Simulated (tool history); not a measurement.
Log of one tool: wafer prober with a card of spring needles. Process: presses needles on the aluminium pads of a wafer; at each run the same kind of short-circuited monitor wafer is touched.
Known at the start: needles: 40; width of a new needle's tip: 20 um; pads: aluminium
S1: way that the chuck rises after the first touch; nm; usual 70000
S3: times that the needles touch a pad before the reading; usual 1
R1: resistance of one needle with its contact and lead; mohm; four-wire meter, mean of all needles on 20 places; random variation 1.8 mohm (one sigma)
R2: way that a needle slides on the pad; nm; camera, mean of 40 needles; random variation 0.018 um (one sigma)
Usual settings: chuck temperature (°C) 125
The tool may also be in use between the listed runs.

{"run": 1, "hour": 0.0, "S1": 70000, "chuck temperature (°C)": 125, "S3": 1, "R1": 221, "R2": 10560}
{"hour": 6.4, "done": "tips cleaned on abrasive film"}
{"hour": 25.7, "done": "tips cleaned on abrasive film"}
{"run": 2, "hour": 36.9, "S1": 70000, "chuck temperature (°C)": 125, "S3": 1, "R1": 224, "R2": 10480}
{"hour": 44.5, "done": "tips cleaned on abrasive film"}
{"hour": 63.1, "done": "tips cleaned on abrasive film"}
{"run": 3, "hour": 64.8, "S1": 70000, "chuck temperature (°C)": 125, "S3": 1, "R1": 193, "R2": 10510}
{"hour": 81.4, "done": "tips cleaned on abrasive film"}
{"hour": 81.7, "done": "height of the first contact set anew"}
{"hour": 101.5, "done": "tips cleaned on abrasive film"}
{"run": 4, "hour": 115.4, "S1": 70000, "chuck temperature (°C)": 125, "S3": 1, "R1": 232, "R2": 10620}
{"hour": 119.1, "done": "tips cleaned on abrasive film"}
{"hour": 136.8, "done": "tips cleaned on abrasive film"}
{"hour": 153.8, "done": "tips cleaned on abrasive film"}
{"run": 5, "hour": 153.8, "S1": 70000, "chuck temperature (°C)": 125, "S3": 1, "R1": 185, "R2": 10610}
{"hour": 170.7, "done": "tips cleaned on abrasive film"}
{"hour": 189.0, "done": "tips cleaned on abrasive film"}
{"hour": 207.1, "done": "tips cleaned on abrasive film"}
{"run": 6, "hour": 214.6, "S1": 70000, "chuck temperature (°C)": 125, "S3": 1, "R1": 217, "R2": 10630}
{"hour": 227.2, "done": "tips cleaned on abrasive film"}
{"hour": 244.4, "done": "tips cleaned on abrasive film"}
{"run": 7, "hour": 248.2, "S1": 70000, "chuck temperature (°C)": 125, "S3": 1, "R1": 206, "R2": 10600}
{"hour": 263.6, "done": "tips cleaned on abrasive film"}
{"hour": 278.1, "done": "tips cleaned on abrasive film, once more"}
{"run": 8, "hour": 290.5, "S1": 70000, "chuck temperature (°C)": 125, "S3": 1, "R1": 226, "R2": 10560}
{"hour": 297.1, "done": "tips cleaned on abrasive film"}
{"hour": 313.9, "done": "tips cleaned on abrasive film"}
{"hour": 333.6, "done": "tips cleaned on abrasive film"}
{"run": 9, "hour": 341.3, "S1": 70000, "chuck temperature (°C)": 125, "S3": 1, "R1": 222, "R2": 10580}
{"hour": 352.3, "done": "tips cleaned on abrasive film"}
{"hour": 371.9, "done": "tips cleaned on abrasive film"}
{"hour": 372.2, "done": "height of the first contact set anew"}
{"hour": 389.0, "done": "tips cleaned on abrasive film"}
{"run": 10, "hour": 403.2, "S1": 66000, "chuck temperature (°C)": 125, "S3": 1, "R1": 237, "R2": 10030}
{"hour": 407.5, "done": "tips cleaned on abrasive film"}
{"hour": 427.5, "done": "tips cleaned on abrasive film"}
{"hour": 445.9, "done": "tips cleaned on abrasive film"}
{"run": 11, "hour": 451.4, "S1": 66000, "chuck temperature (°C)": 125, "S3": 1, "R1": 217, "R2": 10020}
{"hour": 465.6, "done": "tips cleaned on abrasive film"}
{"hour": 485.2, "done": "tips cleaned on abrasive film"}
{"hour": 503.0, "done": "tips cleaned on abrasive film"}
{"run": 12, "hour": 503.5, "S1": 66000, "chuck temperature (°C)": 125, "S3": 1, "R1": 190, "R2": 10000}
{"hour": 522.3, "done": "tips cleaned on abrasive film"}
{"hour": 541.4, "done": "tips cleaned on abrasive film"}
{"run": 13, "hour": 551.1, "S1": 70000, "chuck temperature (°C)": 51, "S3": 1, "R1": 216, "R2": 10530}
{"hour": 558.3, "done": "tips cleaned on abrasive film"}
{"hour": 578.3, "done": "tips cleaned on abrasive film"}
{"run": 14, "hour": 594.7, "S1": 70000, "chuck temperature (°C)": 51, "S3": 1, "R1": 228, "R2": 10570}
{"hour": 598.9, "done": "tips cleaned on abrasive film"}
{"hour": 617.8, "done": "tips cleaned on abrasive film"}
{"run": 15, "hour": 627.1, "S1": 70000, "chuck temperature (°C)": 51, "S3": 1, "R1": 220, "R2": 10510}
{"hour": 638.0, "done": "tips cleaned on abrasive film"}
{"hour": 655.4, "done": "tips cleaned on abrasive film"}
{"run": 16, "hour": 655.4, "S1": 70000, "chuck temperature (°C)": 69, "S3": 3, "R1": 174, "R2": 10520}
{"hour": 663.5, "done": "height of the first contact set anew"}
{"hour": 675.2, "done": "tips cleaned on abrasive film"}
{"hour": 692.6, "done": "tips cleaned on abrasive film"}
{"run": 17, "hour": 706.1, "S1": 70000, "chuck temperature (°C)": 69, "S3": 3, "R1": 192, "R2": 10580}
{"hour": 710.3, "done": "tips cleaned on abrasive film"}
{"hour": 728.7, "done": "tips cleaned on abrasive film"}
{"hour": 746.1, "done": "tips cleaned on abrasive film"}
{"hour": 764.6, "done": "tips cleaned on abrasive film"}
{"run": 18, "hour": 769.9, "S1": 80000, "chuck temperature (°C)": 28, "S3": 1, "R1": 191, "R2": 12110}
{"hour": 782.4, "done": "tips cleaned on abrasive film"}
{"hour": 801.3, "done": "tips cleaned on abrasive film"}
{"run": 19, "hour": 808.0, "S1": 57000, "chuck temperature (°C)": 80, "S3": 1, "R1": 227, "R2": 8590}
{"hour": 821.8, "done": "tips cleaned on abrasive film"}
{"hour": 840.2, "done": "tips cleaned on abrasive film"}
{"run": 20, "hour": 855.8, "S1": 57000, "chuck temperature (°C)": 80, "S3": 1, "R1": 257, "R2": 8580}
{"hour": 858.6, "done": "tips cleaned on abrasive film"}
{"hour": 878.1, "done": "tips cleaned on abrasive film"}
{"run": 21, "hour": 890.6, "S1": 58000, "chuck temperature (°C)": 80, "S3": 1, "R1": 243, "R2": 8740}
{"hour": 898.6, "done": "tips cleaned on abrasive film"}
{"hour": 918.6, "done": "tips cleaned on abrasive film"}
{"run": 22, "hour": 918.6, "S1": 58000, "chuck temperature (°C)": 80, "S3": 1, "R1": 180, "R2": 8710}
{"hour": 939.2, "done": "tips cleaned on abrasive film"}
{"hour": 954.7, "done": "height of the first contact set anew"}
{"hour": 959.0, "done": "tips cleaned on abrasive film"}
{"run": 23, "hour": 966.6, "S1": 86000, "chuck temperature (°C)": 38, "S3": 2, "R1": 184, "R2": 13090}
{"hour": 978.6, "done": "tips cleaned on abrasive film"}
{"hour": 997.9, "done": "tips cleaned on abrasive film"}
{"run": 24, "hour": 1000.8, "S1": 86000, "chuck temperature (°C)": 38, "S3": 2, "R1": 171, "R2": 13050}
{"hour": 1017.0, "done": "tips cleaned on abrasive film"}
{"hour": 1035.4, "done": "tips cleaned on abrasive film"}
{"hour": 1055.7, "done": "tips cleaned on abrasive film"}
{"run": 25, "hour": 1065.5, "S1": 78000, "chuck temperature (°C)": 74, "S3": 2, "R1": 196, "R2": 11840}
{"hour": 1073.4, "done": "tips cleaned on abrasive film"}
{"hour": 1090.9, "done": "tips cleaned on abrasive film"}
{"hour": 1109.6, "done": "tips cleaned on abrasive film"}
{"run": 26, "hour": 1120.2, "S1": 72000, "chuck temperature (°C)": 48, "S3": 1, "R1": 214, "R2": 10860}
{"hour": 1128.6, "done": "tips cleaned on abrasive film"}
{"hour": 1147.7, "done": "tips cleaned on abrasive film"}
{"run": 27, "hour": 1161.8, "S1": 66000, "chuck temperature (°C)": 124, "S3": 1, "R1": 237, "R2": 9940}

3 ways to go on from here, each from the tool as it stands after run 27. What would each give?
{"hour": 1164.9, "done": "tips cleaned on abrasive film"}
{"hour": 1181.6, "done": "tips cleaned on abrasive film"}
{"hour": 1201.0, "done": "tips cleaned on abrasive film"}
{"hour": 1220.1, "done": "tips cleaned on abrasive film"}
{"run": "A", "hour": 1224.4, "S1": 65000, "chuck temperature (°C)": 53, "S3": 2, "R1": "?", "R2": "?"}
{"hour": 1164.9, "done": "tips cleaned on abrasive film"}
{"hour": 1181.6, "done": "tips cleaned on abrasive film"}
{"hour": 1201.0, "done": "tips cleaned on abrasive film"}
{"hour": 1220.1, "done": "tips cleaned on abrasive film"}
{"run": "B", "hour": 1224.4, "S1": 88000, "chuck temperature (°C)": 125, "S3": 1, "R1": "?", "R2": "?"}
{"hour": 1164.9, "done": "tips cleaned on abrasive film"}
{"hour": 1181.6, "done": "tips cleaned on abrasive film"}
{"hour": 1201.0, "done": "tips cleaned on abrasive film"}
{"hour": 1220.1, "done": "tips cleaned on abrasive film"}
{"run": "C", "hour": 1224.4, "S1": 70000, "chuck temperature (°C)": 85, "S3": 2, "R1": "?", "R2": "?"}

run=A R1=188 R2=9770
run=B R1=193 R2=13270
run=C R1=191 R2=10560
Without the tool's hidden state the same runs would have given:
run=A R1=169 R2=9880
run=B R1=175 R2=13370
run=C R1=174 R2=10660
